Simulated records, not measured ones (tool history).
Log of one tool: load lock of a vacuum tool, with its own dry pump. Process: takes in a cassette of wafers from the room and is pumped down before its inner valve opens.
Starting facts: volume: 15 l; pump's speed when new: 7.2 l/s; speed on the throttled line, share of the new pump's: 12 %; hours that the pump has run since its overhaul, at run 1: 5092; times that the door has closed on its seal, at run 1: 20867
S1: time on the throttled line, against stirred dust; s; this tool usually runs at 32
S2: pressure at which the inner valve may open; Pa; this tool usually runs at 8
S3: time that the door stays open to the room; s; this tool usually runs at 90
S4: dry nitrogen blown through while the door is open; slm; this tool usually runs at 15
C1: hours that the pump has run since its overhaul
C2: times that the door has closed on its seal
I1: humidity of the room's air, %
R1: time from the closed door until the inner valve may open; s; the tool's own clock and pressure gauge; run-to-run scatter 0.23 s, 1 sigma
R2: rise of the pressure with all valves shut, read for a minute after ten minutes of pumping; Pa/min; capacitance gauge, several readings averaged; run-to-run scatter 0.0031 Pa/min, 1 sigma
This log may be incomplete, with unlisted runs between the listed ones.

Run 1, day 0.000: usual settings; C1 5092; C2 20867; I1 45.9. Result: R1 48.1 s, R2 0.092 Pa/min.
Run 2, day 10.962: usual settings; C1 5355; C2 21326; I1 44.8. Result: R1 48.0 s, R2 0.087 Pa/min.
Run 3, day 16.204: usual settings; C1 5481; C2 21546; I1 46.1. Result: R1 47.8 s, R2 0.093 Pa/min.
Run 4, day 26.546: usual settings but S1 42 s; C1 5729; C2 21979; I1 46.5. Result: R1 56.8 s, R2 0.087 Pa/min.
Run 5, day 34.704: usual settings but S1 42 s; C1 5925; C2 22320; I1 46.6. Result: R1 56.7 s, R2 0.095 Pa/min.
Run 6, day 41.942: usual settings but S1 42 s; C1 6099; C2 22623; I1 41.0. Result: R1 56.9 s, R2 0.078 Pa/min.
Run 7, day 54.050: usual settings but S1 19 s; C1 6389; C2 23130; I1 45.8. Result: R1 36.5 s, R2 0.090 Pa/min.
Run 8, day 63.129: usual settings but S4 8 slm; C1 6607; C2 23510; I1 46.6. Result: R1 48.4 s, R2 0.105 Pa/min.
Run 9, day 73.096: usual settings; C1 6846; C2 23928; I1 48.3. Result: R1 47.9 s, R2 0.095 Pa/min.
Run 10, day 82.283: usual settings; C1 7067; C2 24312; I1 43.3. Result: R1 48.1 s, R2 0.087 Pa/min.
Run 11, day 92.921: usual settings but S2 16 Pa; C1 7322; C2 24758; I1 45.5. Result: R1 46.5 s, R2 0.095 Pa/min.
Run 12, day 100.900: usual settings but S2 12 Pa; C1 7514; C2 25092; I1 43.6. Result: R1 47.0 s, R2 0.083 Pa/min.
Run 13, day 113.825: usual settings but S2 12 Pa; C1 7824; C2 25633; I1 44.2. Result: R1 47.0 s, R2 0.087 Pa/min.
Run 14, day 124.508: usual settings but S2 9 Pa; C1 8080; C2 26080; I1 46.3. Result: R1 47.6 s, R2 0.091 Pa/min.
Run 15, day 135.079: usual settings but S1 43 s; C1 8334; C2 26523; I1 48.2. Result: R1 57.6 s, R2 0.089 Pa/min.
Run 16, day 141.942: usual settings but S1 43 s; C1 8499; C2 26810; I1 46.6. Result: R1 57.4 s, R2 0.090 Pa/min.
Run 17, day 147.896: usual settings but S1 43 s; C1 8642; C2 27059; I1 46.1. Result: R1 58.0 s, R2 0.093 Pa/min.
Run 18, day 155.125: usual settings but S1 43 s, S4 20 slm; C1 8815; C2 27362; I1 46.6. Result: R1 57.8 s, R2 0.085 Pa/min.
Run 19, day 161.308: usual settings but S1 43 s, S4 20 slm; C1 8964; C2 27621; I1 44.1. Result: R1 57.4 s, R2 0.083 Pa/min.
Run 20, day 173.500: usual settings but S1 43 s, S4 20 slm; C1 9256; C2 28131; I1 45.8. Result: R1 57.4 s, R2 0.081 Pa/min.
Run 21, day 184.867: usual settings but S1 23 s, S2 9 Pa, S3 99 s, S4 9 slm; C1 9529; C2 28607; I1 45.0. Result: R1 39.8 s, R2 0.109 Pa/min.
Run 22, day 192.938: usual settings but S4 35 slm; C1 9723; C2 28945; I1 43.0. Result: R1 47.8 s, R2 0.064 Pa/min.
Run 23, day 198.183: usual settings but S4 35 slm; C1 9849; C2 29165; I1 44.8. Result: R1 48.2 s, R2 0.069 Pa/min.
Run 24, day 207.888: usual settings but S2 6 Pa, S4 26 slm; C1 10081; C2 29571; I1 42.8. Result: R1 48.6 s, R2 0.068 Pa/min.
Run 25, day 218.242: usual settings but S1 18 s, S3 73 s, S4 12 slm; C1 10330; C2 30005; I1 47.4. Result: R1 35.7 s, R2 0.085 Pa/min.
Run 26, day 226.642: usual settings but S1 17 s; C1 10532; C2 30356; I1 45.2. Result: R1 34.9 s, R2 0.090 Pa/min.
Run 27, day 236.612: usual settings but S1 35 s, S2 7 Pa, S3 147 s, S4 4 slm; C1 10771; C2 30774; I1 46.1. Result: R1 50.9 s, R2 0.158 Pa/min.
Run 28, day 245.525: usual settings but S1 35 s, S2 7 Pa, S3 147 s, S4 4 slm; C1 10985; C2 31147; I1 43.0. Result: R1 51.2 s, R2 0.146 Pa/min.
At day 249.108: door's seal changed, seat wiped.
Run 29, day 251.929: usual settings but S1 35 s, S2 7 Pa, S3 147 s, S4 4 slm; C1 11137; C2 119; I1 45.6. Result: R1 51.0 s, R2 0.154 Pa/min.
Run 30, day 260.167: usual settings but S1 17 s, S3 29 s, S4 41 slm; C1 11335; C2 463; I1 45.2. Result: R1 35.0 s, R2 0.028 Pa/min.
Run 31, day 268.050: usual settings but S1 17 s, S2 7 Pa, S3 204 s, S4 41 slm; C1 11524; C2 794; I1 46.3. Result: R1 34.9 s, R2 0.111 Pa/min.
Run 32, day 276.358: usual settings but S1 17 s, S2 7 Pa, S3 204 s, S4 41 slm; C1 11723; C2 1141; I1 43.7. Result: R1 35.2 s, R2 0.101 Pa/min.
Run 33, day 285.958: usual settings but S2 9 Pa, S3 64 s; C1 11954; C2 1543; I1 43.8. Result: R1 47.9 s, R2 0.070 Pa/min.
Run 34, day 292.617: usual settings but S1 35 s, S2 9 Pa, S3 64 s, S4 30 slm; C1 12114; C2 1822; I1 42.9. Result: R1 50.2 s, R2 0.051 Pa/min.
Run 35, day 302.338: usual settings but S1 25 s, S2 10 Pa; C1 12347; C2 2229; I1 46.5. Result: R1 41.1 s, R2 0.094 Pa/min.
Run 36, day 314.467: usual settings but S1 30 s, S4 21 slm; C1 12638; C2 2737; I1 43.6. Result: R1 46.3 s, R2 0.078 Pa/min.
Run 37, day 323.575: usual settings but S1 30 s, S4 21 slm; C1 12856; C2 3118; I1 45.8. Result: R1 46.6 s, R2 0.079 Pa/min.

Alternative continuations, all from the tool just after run 37; predict every row:
Run A, day 330.638: usual settings but S1 30 s, S2 6 Pa, S4 35 slm; C1 13026; C2 3414; I1 46.1. Result: R1 ?, R2 ?.
Run B, day 330.638: usual settings but S1 45 s; C1 13026; C2 3414; I1 47.3. Result: R1 ?, R2 ?.
Run C, day 330.638: usual settings but S1 30 s, S2 10 Pa, S3 124 s, S4 28 slm; C1 13026; C2 3414; I1 43.7. Result: R1 ?, R2 ?.
Run D, day 330.638: usual settings but S1 57 s, S4 18 slm; C1 13026; C2 3414; I1 43.6. Result: R1 ?, R2 ?.

run    R1     R2
  A  46.8  0.067
  B  59.2  0.085
  C  46.1  0.089
  D  70.2  0.077
Had the tool no hidden state, the same runs would have come out as:
run    R1     R2
  A  46.8  0.067
  B  59.2  0.085
  C  46.1  0.089
  D  70.2  0.077
